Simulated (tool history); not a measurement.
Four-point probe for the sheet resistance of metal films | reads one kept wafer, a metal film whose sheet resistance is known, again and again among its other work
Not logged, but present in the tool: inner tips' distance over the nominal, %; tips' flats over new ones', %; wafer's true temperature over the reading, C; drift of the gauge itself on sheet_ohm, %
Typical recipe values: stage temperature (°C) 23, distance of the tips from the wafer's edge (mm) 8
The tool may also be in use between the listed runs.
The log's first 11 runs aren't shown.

run   hour  stage temperature (°C)  distance of the tips from the wafer's edge (mm)  touches since the probe head was changed  hours of work since the stage's thermometer was calibrated  sheet resistance as the instrument gives it (ohm/square)
 12  150.8                      21                                                8                                     37859                                                         613                                                  0.446175
 13  161.1                      23                                                8                                     38350                                                         620                                                  0.445192
 14  180.6                      23                                                8                                     39283                                                         632                                                  0.445229
 15  195.6                      23                                                8                                     40000                                                         642                                                  0.445108
 16  212.1                      23                                                8                                     40791                                                         652                                                  0.445185
 17  233.7                      23                                                8                                     41821                                                         666                                                  0.445200
 18  248.4                      23                                                8                                     42526                                                         675                                                  0.444884
 19  265.7                      23                                               21                                     43350                                                         686                                                  0.444202
 20  277.2                      23                                               21                                     43899                                                         694                                                  0.444086
 21  289.3                      23                                               21                                     44480                                                         701                                                  0.444117
 22  299.7                      23                                               21                                     44975                                                         708                                                  0.444198
 23  314.1                      23                                               21                                     45666                                                         717                                                  0.444099
 24  325.2                      23                                               21                                     46193                                                         724                                                  0.444012
 25  347.5                      23                                               21                                     47262                                                         739                                                  0.443868
 26  369.6                      27                                               39                                     48315                                                         753                                                  0.441857
 27  390.3                      31                                                5                                     49308                                                         766                                                  0.442539
 28  412.0                      31                                                5                                     50343                                                         780                                                  0.442356
 29  426.6                      31                                                5                                     51041                                                         789                                                  0.442294
 30  446.2                      23                                               69                                     51980                                                         801                                                  0.443468
 31  463.3                      32                                               44                                     52794                                                         812                                                  0.439705
 32  481.1                      25                                               10                                     53645                                                         824                                                  0.443032
 33  500.9                      25                                               10                                     54591                                                         836                                                  0.442918
 34  520.2                      25                                               10                                     55515                                                         849                                                  0.442948
 35  535.3                      25                                               20                                     56237                                                         858                                                  0.442589
 36  557.1                      34                                               23                                     57278                                                         872                                                  0.438598

Forecast run 37:
 37  577.8                      34                                               23                                     58268                                                         885                                                         ?

Run 37 measured sheet resistance as the instrument gives it (ohm/square) 0.438419.
The same run, on a tool lacking any hidden state, would have yielded sheet resistance as the instrument gives it (ohm/square) 0.442396.
